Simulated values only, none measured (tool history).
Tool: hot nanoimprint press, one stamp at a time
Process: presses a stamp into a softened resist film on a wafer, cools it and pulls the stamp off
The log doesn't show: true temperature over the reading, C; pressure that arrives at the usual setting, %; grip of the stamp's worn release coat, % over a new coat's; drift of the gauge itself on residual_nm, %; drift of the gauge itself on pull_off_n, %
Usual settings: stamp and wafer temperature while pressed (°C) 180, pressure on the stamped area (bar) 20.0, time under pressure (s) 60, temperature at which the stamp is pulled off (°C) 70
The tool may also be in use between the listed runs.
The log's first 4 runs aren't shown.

run,hour,stamp and wafer temperature while pressed (°C),pressure on the stamped area (bar),time under pressure (s),temperature at which the stamp is pulled off (°C),hours of work since the thermocouple was calibrated,imprints on the stamp's release coat,hours of work since the press's seals were changed,resist left under the stamp's widest pad (angstrom),greatest force while the stamp is pulled off (N)
5,100.3,180,20.0,60,70,160,642,783,1964,242
6,135.2,180,20.0,60,70,180,799,803,1962,245
# hour 150.1: stamp cleaned and given a new release coat
7,164.6,180,20.0,60,70,193,65,817,1980,224
8,182.1,180,20.0,60,70,204,143,827,1975,228
# hour 212.3: press's hydraulic seals changed and the load cell set to zero
9,221.8,180,20.0,60,70,222,286,6,1953,236
10,250.3,180,20.0,60,70,239,414,22,1942,236
11,274.5,180,25.8,60,70,253,522,36,1711,236
12,291.8,170,20.0,60,70,263,600,46,2719,245
13,310.0,170,20.0,60,70,273,682,57,2725,243
# hour 351.7: stamp cleaned and given a new release coat
14,351.7,180,20.0,60,70,294,0,77,1942,222
15,381.0,180,20.0,60,70,311,132,94,1951,229
16,403.4,180,20.0,60,70,324,233,107,1952,234
17,422.2,186,18.5,67,59,335,318,118,1552,295
# hour 448.7: plate thermocouple calibrated
18,453.1,171,23.7,103,69,3,443,135,2076,239
19,487.7,180,16.0,66,58,23,599,155,2084,316
20,517.9,180,20.0,103,57,40,734,172,1580,324
21,532.8,179,19.8,65,74,49,801,181,1976,220
# hour 547.8: stamp cleaned and given a new release coat
22,562.1,185,19.8,65,74,62,64,194,1583,201
23,594.8,185,19.8,65,74,81,211,213,1584,211
24,618.7,169,20.0,81,57,95,318,227,2599,316
25,655.5,176,20.0,37,70,117,484,249,2616,237
26,687.0,176,20.0,37,70,135,625,267,2611,238
27,720.8,176,20.0,37,70,154,777,286,2615,251

The next listed run, before its measurement:
# hour 739.9: stamp cleaned and given a new release coat
28,754.0,176,20.0,37,70,170,63,302,?,?

{"run 28": {"resist left under the stamp's widest pad (angstrom)": 2616, "greatest force while the stamp is pulled off (N)": 227}}
Without the tool's hidden state the same run would have given resist left under the stamp's widest pad (angstrom) 2556, greatest force while the stamp is pulled off (N) 222.

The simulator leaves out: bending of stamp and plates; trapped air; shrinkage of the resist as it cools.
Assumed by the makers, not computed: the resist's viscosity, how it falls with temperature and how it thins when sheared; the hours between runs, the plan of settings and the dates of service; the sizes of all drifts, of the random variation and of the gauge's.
